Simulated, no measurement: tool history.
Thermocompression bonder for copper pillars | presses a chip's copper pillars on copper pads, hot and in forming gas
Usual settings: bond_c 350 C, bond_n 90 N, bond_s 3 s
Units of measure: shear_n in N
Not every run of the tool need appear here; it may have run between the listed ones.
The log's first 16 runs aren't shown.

| run | hour | bond_c | bond_n | bond_s | shear_n |
|---|---|---|---|---|---|
| 17 | 546.1 | 350 | 62 | 3 | 74.1 |
| 18 | 578.3 | 350 | 62 | 3 | 74.2 |
| 19 | 611.8 | 341 | 90 | 5 | 96.7 |
| 20 | 657.9 | 341 | 90 | 5 | 95.1 |
|  | 688.4 | heater calibrated with a thermocouple chip, once more |
| 21 | 696.5 | 350 | 63 | 9 | 101.2 |
|  | 727.2 | forming gas filter changed |
| 22 | 730.7 | 350 | 93 | 9 | 129 |
| 23 | 764.8 | 350 | 93 | 9 | 125.3 |
| 24 | 811 | 367 | 79 | 3 | 103.8 |
| 25 | 850 | 370 | 82 | 5 | 116.5 |
| 26 | 877.4 | 368 | 122 | 2 | 111.3 |
| 27 | 897.6 | 368 | 122 | 2 | 108.5 |
| 28 | 931.7 | 321 | 90 | 3 | 71.3 |
| 29 | 969.5 | 322 | 115 | 6 | 100.3 |
|  | 981.8 | forming gas filter changed |
| 30 | 998 | 322 | 115 | 6 | 109.3 |

Alternative continuations, all from the tool just after run 30; predict every row:
| A | 1023.7 | 362 | 57 | 3 | ? |
| B | 1023.7 | 350 | 90 | 5 | ? |
| C | 1023.7 | 321 | 72 | 3 | ? |
| D | 1023.7 | 331 | 85 | 4 | ? |
| E | 1023.7 | 331 | 102 | 3 | ? |

| run | shear_n |
|---|---|
| A | 82.8 |
| B | 115.6 |
| C | 63.6 |
| D | 88.9 |
| E | 92.9 |
With the hidden condition removed and each run's random variation left untouched, the same runs would have given:
| run | shear_n |
|---|---|
| A | 86.5 |
| B | 119.7 |
| C | 66.8 |
| D | 92.7 |
| E | 96.9 |

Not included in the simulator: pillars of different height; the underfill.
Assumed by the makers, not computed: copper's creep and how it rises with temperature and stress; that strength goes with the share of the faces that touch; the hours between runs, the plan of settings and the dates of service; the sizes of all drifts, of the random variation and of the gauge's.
